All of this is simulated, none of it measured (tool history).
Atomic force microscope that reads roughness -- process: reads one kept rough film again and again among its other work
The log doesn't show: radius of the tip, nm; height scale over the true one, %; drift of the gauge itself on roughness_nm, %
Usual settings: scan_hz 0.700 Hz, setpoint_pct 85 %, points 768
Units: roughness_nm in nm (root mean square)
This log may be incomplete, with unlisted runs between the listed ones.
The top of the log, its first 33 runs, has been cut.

| run | hour | scan_hz | setpoint_pct | points | pictures with this tip | hours of work since the height scale was calibrated | roughness_nm |
|---|---|---|---|---|---|---|---|
| 34 | 323.7 | 1.025 | 85 | 531 | 268 | 94 | 1.455 |
| 35 | 337.8 | 0.700 | 65 | 436 | 286 | 102 | 1.545 |
| 36 | 350.1 | 1.644 | 65 | 768 | 302 | 108 | 1.497 |
| 37 | 362.4 | 1.644 | 65 | 280 | 318 | 115 | 1.453 |
| 38 | 371.0 | 1.644 | 65 | 280 | 330 | 120 | 1.438 |
| 39 | 384.0 | 1.644 | 65 | 280 | 347 | 127 | 1.428 |
| 40 | 393.8 | 1.644 | 65 | 280 | 360 | 133 | 1.421 |
| 41 | 405.6 | 2.663 | 65 | 417 | 375 | 139 | 1.372 |
|  | 408.3 | new tip fitted |
| 42 | 415.7 | 0.621 | 80 | 425 | 10 | 145 | 1.763 |
| 43 | 421.8 | 0.700 | 57 | 768 | 18 | 148 | 1.841 |
| 44 | 428.6 | 1.608 | 74 | 287 | 26 | 152 | 1.652 |
| 45 | 434.9 | 0.600 | 70 | 375 | 35 | 155 | 1.773 |
| 46 | 445.7 | 0.600 | 70 | 375 | 49 | 161 | 1.767 |
| 47 | 459.0 | 2.085 | 74 | 629 | 66 | 169 | 1.602 |
| 48 | 465.7 | 2.552 | 74 | 629 | 75 | 172 | 1.562 |
| 49 | 471.4 | 0.856 | 69 | 685 | 83 | 175 | 1.728 |
| 50 | 485.0 | 0.856 | 69 | 685 | 100 | 183 | 1.697 |

Forecast each of these 3 alternatives for the next run:
| A | 491.1 | 1.550 | 81 | 357 | 108 | 186 | ? |
| B | 491.1 | 0.908 | 86 | 289 | 108 | 186 | ? |
| C | 491.1 | 1.404 | 73 | 295 | 108 | 186 | ? |

| run | roughness_nm |
|---|---|
| A | 1.540 |
| B | 1.567 |
| C | 1.595 |
Take away the tool's hidden state, keep each run's random variation, and the runs would have read:
| run | roughness_nm |
|---|---|
| A | 1.649 |
| B | 1.677 |
| C | 1.708 |
